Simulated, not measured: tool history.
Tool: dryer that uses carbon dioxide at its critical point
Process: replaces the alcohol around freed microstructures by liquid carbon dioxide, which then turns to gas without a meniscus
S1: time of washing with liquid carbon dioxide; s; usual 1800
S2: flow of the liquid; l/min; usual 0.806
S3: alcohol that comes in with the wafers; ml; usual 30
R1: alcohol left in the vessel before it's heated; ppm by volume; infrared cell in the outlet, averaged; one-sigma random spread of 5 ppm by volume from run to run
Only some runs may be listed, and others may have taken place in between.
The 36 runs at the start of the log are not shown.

run	hour	S1	S2	S3	R1
37	345.3	1800	0.846	30	112
38	352.0	2100	0.806	20	82
39	364.9	1500	0.975	106	244
40	378.1	2340	0.975	106	80
41	389.5	2340	0.975	106	84
42	400.0	2400	0.511	37	201
43	413.3	2460	0.935	30	88
44	419.6	1200	0.714	87	1210
45	430.4	1140	0.714	87	1365
# hour 432.3: inlet filter changed
46	440.8	1380	0.806	30	177
47	454.8	1380	0.806	80	337

Consider 4 possible next runs. They are alternatives, not a sequence: every one starts from the tool as it was left by run 47. What does each give?
A	461.8	1800	0.485	38	?
B	461.8	1380	0.806	70	?
C	461.8	2040	0.806	80	?
D	461.8	1200	1.194	30	?

run	R1
A	373
B	298
C	107
D	117
What these runs would have given with no unlogged condition in the tool:
run	R1
A	288
B	213
C	29
D	39
